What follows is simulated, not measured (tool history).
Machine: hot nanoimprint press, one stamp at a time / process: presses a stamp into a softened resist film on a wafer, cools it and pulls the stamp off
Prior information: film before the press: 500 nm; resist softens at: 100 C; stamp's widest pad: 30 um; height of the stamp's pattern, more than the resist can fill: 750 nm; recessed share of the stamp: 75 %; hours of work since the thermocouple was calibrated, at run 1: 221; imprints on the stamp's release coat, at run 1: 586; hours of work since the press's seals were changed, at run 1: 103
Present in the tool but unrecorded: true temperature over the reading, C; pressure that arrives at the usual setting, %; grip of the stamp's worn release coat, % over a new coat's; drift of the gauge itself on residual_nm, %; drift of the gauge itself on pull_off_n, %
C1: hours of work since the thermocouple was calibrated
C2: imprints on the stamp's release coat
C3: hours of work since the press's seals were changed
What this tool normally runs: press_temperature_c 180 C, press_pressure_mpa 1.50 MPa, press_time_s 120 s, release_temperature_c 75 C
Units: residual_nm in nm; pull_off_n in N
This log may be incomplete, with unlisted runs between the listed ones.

{"run": 1, "day": 0.0, "press_temperature_c": 180, "press_pressure_mpa": 1.5, "press_time_s": 120, "release_temperature_c": 75, "C1": 221, "C2": 586, "C3": 103, "residual_nm": 184.9, "pull_off_n": 103}
{"run": 2, "day": 0.546, "press_temperature_c": 180, "press_pressure_mpa": 1.5, "press_time_s": 120, "release_temperature_c": 75, "C1": 231, "C2": 630, "C3": 113, "residual_nm": 186.4, "pull_off_n": 101}
{"run": 3, "day": 1.029, "press_temperature_c": 180, "press_pressure_mpa": 1.5, "press_time_s": 120, "release_temperature_c": 75, "C1": 240, "C2": 669, "C3": 121, "residual_nm": 187.1, "pull_off_n": 102}
{"run": 4, "day": 1.942, "press_temperature_c": 180, "press_pressure_mpa": 1.5, "press_time_s": 120, "release_temperature_c": 75, "C1": 256, "C2": 743, "C3": 138, "residual_nm": 186.5, "pull_off_n": 106}
{"run": 5, "day": 2.858, "press_temperature_c": 180, "press_pressure_mpa": 1.5, "press_time_s": 120, "release_temperature_c": 75, "C1": 272, "C2": 818, "C3": 154, "residual_nm": 187.5, "pull_off_n": 104}
{"run": 6, "day": 3.829, "press_temperature_c": 180, "press_pressure_mpa": 1.5, "press_time_s": 120, "release_temperature_c": 75, "C1": 290, "C2": 897, "C3": 172, "residual_nm": 188.3, "pull_off_n": 99}
{"run": 7, "day": 4.396, "press_temperature_c": 180, "press_pressure_mpa": 1.5, "press_time_s": 120, "release_temperature_c": 75, "C1": 300, "C2": 943, "C3": 182, "residual_nm": 189.9, "pull_off_n": 104}
{"run": 8, "day": 5.092, "press_temperature_c": 178, "press_pressure_mpa": 1.5, "press_time_s": 120, "release_temperature_c": 75, "C1": 312, "C2": 999, "C3": 194, "residual_nm": 206.8, "pull_off_n": 103}
{"run": 9, "day": 5.575, "press_temperature_c": 178, "press_pressure_mpa": 1.5, "press_time_s": 120, "release_temperature_c": 75, "C1": 321, "C2": 1038, "C3": 203, "residual_nm": 207.7, "pull_off_n": 105}
{"run": 10, "day": 6.146, "press_temperature_c": 178, "press_pressure_mpa": 1.5, "press_time_s": 120, "release_temperature_c": 75, "C1": 331, "C2": 1085, "C3": 213, "residual_nm": 209.2, "pull_off_n": 104}
{"run": 11, "day": 7.05, "press_temperature_c": 178, "press_pressure_mpa": 1.5, "press_time_s": 120, "release_temperature_c": 75, "C1": 348, "C2": 1158, "C3": 229, "residual_nm": 209.4, "pull_off_n": 105}
{"run": 12, "day": 7.642, "press_temperature_c": 178, "press_pressure_mpa": 1.5, "press_time_s": 120, "release_temperature_c": 75, "C1": 358, "C2": 1206, "C3": 240, "residual_nm": 209.3, "pull_off_n": 103}
{"run": 13, "day": 8.4, "press_temperature_c": 178, "press_pressure_mpa": 1.5, "press_time_s": 120, "release_temperature_c": 75, "C1": 372, "C2": 1268, "C3": 254, "residual_nm": 208.0, "pull_off_n": 102}
{"run": 14, "day": 8.962, "press_temperature_c": 178, "press_pressure_mpa": 1.5, "press_time_s": 120, "release_temperature_c": 75, "C1": 382, "C2": 1313, "C3": 264, "residual_nm": 208.6, "pull_off_n": 103}
{"run": 15, "day": 9.929, "press_temperature_c": 180, "press_pressure_mpa": 1.5, "press_time_s": 120, "release_temperature_c": 75, "C1": 399, "C2": 1391, "C3": 281, "residual_nm": 189.6, "pull_off_n": 108}
{"run": 16, "day": 10.525, "press_temperature_c": 180, "press_pressure_mpa": 1.5, "press_time_s": 103, "release_temperature_c": 61, "C1": 410, "C2": 1440, "C3": 292, "residual_nm": 203.0, "pull_off_n": 142}
{"run": 17, "day": 10.967, "press_temperature_c": 192, "press_pressure_mpa": 2.06, "press_time_s": 226, "release_temperature_c": 75, "C1": 418, "C2": 1476, "C3": 300, "residual_nm": 68.3, "pull_off_n": 105}
{"day": 11.133, "done": "gauge calibrated"}
{"run": 18, "day": 11.429, "press_temperature_c": 183, "press_pressure_mpa": 1.5, "press_time_s": 112, "release_temperature_c": 78, "C1": 426, "C2": 1513, "C3": 308, "residual_nm": 165.4, "pull_off_n": 95}
{"run": 19, "day": 11.929, "press_temperature_c": 180, "press_pressure_mpa": 1.22, "press_time_s": 93, "release_temperature_c": 75, "C1": 435, "C2": 1554, "C3": 317, "residual_nm": 226.7, "pull_off_n": 102}
{"run": 20, "day": 12.575, "press_temperature_c": 186, "press_pressure_mpa": 1.17, "press_time_s": 238, "release_temperature_c": 75, "C1": 447, "C2": 1606, "C3": 328, "residual_nm": 116.4, "pull_off_n": 99}
{"run": 21, "day": 13.0, "press_temperature_c": 186, "press_pressure_mpa": 1.17, "press_time_s": 238, "release_temperature_c": 75, "C1": 454, "C2": 1641, "C3": 336, "residual_nm": 115.9, "pull_off_n": 101}
{"run": 22, "day": 13.471, "press_temperature_c": 170, "press_pressure_mpa": 1.5, "press_time_s": 67, "release_temperature_c": 75, "C1": 463, "C2": 1679, "C3": 344, "residual_nm": 355.4, "pull_off_n": 102}
{"day": 14.004, "done": "stamp cleaned and given a new release coat"}
{"run": 23, "day": 14.321, "press_temperature_c": 186, "press_pressure_mpa": 1.5, "press_time_s": 120, "release_temperature_c": 61, "C1": 473, "C2": 25, "C3": 355, "residual_nm": 139.5, "pull_off_n": 144}
{"run": 24, "day": 15.029, "press_temperature_c": 186, "press_pressure_mpa": 1.5, "press_time_s": 120, "release_temperature_c": 61, "C1": 486, "C2": 83, "C3": 368, "residual_nm": 139.4, "pull_off_n": 140}
{"run": 25, "day": 15.7, "press_temperature_c": 186, "press_pressure_mpa": 1.5, "press_time_s": 120, "release_temperature_c": 61, "C1": 498, "C2": 137, "C3": 380, "residual_nm": 139.8, "pull_off_n": 137}
{"run": 26, "day": 16.358, "press_temperature_c": 170, "press_pressure_mpa": 1.48, "press_time_s": 164, "release_temperature_c": 75, "C1": 510, "C2": 191, "C3": 392, "residual_nm": 273.7, "pull_off_n": 99}
{"run": 27, "day": 17.05, "press_temperature_c": 188, "press_pressure_mpa": 2.11, "press_time_s": 115, "release_temperature_c": 71, "C1": 522, "C2": 247, "C3": 404, "residual_nm": 110.5, "pull_off_n": 113}
{"day": 17.308, "done": "plate thermocouple calibrated"}
{"run": 28, "day": 18.042, "press_temperature_c": 188, "press_pressure_mpa": 1.08, "press_time_s": 88, "release_temperature_c": 64, "C1": 13, "C2": 317, "C3": 420, "residual_nm": 172.8, "pull_off_n": 137}
{"run": 29, "day": 18.892, "press_temperature_c": 188, "press_pressure_mpa": 1.08, "press_time_s": 130, "release_temperature_c": 80, "C1": 28, "C2": 386, "C3": 435, "residual_nm": 146.6, "pull_off_n": 88}
{"run": 30, "day": 19.35, "press_temperature_c": 185, "press_pressure_mpa": 1.85, "press_time_s": 118, "release_temperature_c": 65, "C1": 37, "C2": 423, "C3": 443, "residual_nm": 135.0, "pull_off_n": 129}

Predict each of these 4 candidate next runs independently; none follows another, all start after run 30:
{"run": "A", "day": 20.262, "press_temperature_c": 180, "press_pressure_mpa": 1.5, "press_time_s": 120, "release_temperature_c": 79, "C1": 53, "C2": 497, "C3": 460, "residual_nm": "?", "pull_off_n": "?"}
{"run": "B", "day": 20.262, "press_temperature_c": 185, "press_pressure_mpa": 1.33, "press_time_s": 118, "release_temperature_c": 65, "C1": 53, "C2": 497, "C3": 460, "residual_nm": "?", "pull_off_n": "?"}
{"run": "C", "day": 20.262, "press_temperature_c": 185, "press_pressure_mpa": 1.85, "press_time_s": 140, "release_temperature_c": 65, "C1": 53, "C2": 497, "C3": 460, "residual_nm": "?", "pull_off_n": "?"}
{"run": "D", "day": 20.262, "press_temperature_c": 186, "press_pressure_mpa": 1.85, "press_time_s": 118, "release_temperature_c": 65, "C1": 53, "C2": 497, "C3": 460, "residual_nm": "?", "pull_off_n": "?"}

run=A residual_nm=191.0 pull_off_n=92
run=B residual_nm=160.0 pull_off_n=134
run=C residual_nm=125.8 pull_off_n=134
run=D residual_nm=128.5 pull_off_n=130
The same runs, with their run-to-run variation unchanged, on a tool lacking any hidden condition would have given:
run=A residual_nm=186.9 pull_off_n=92
run=B residual_nm=156.5 pull_off_n=134
run=C residual_nm=123.0 pull_off_n=133
run=D residual_nm=125.7 pull_off_n=130
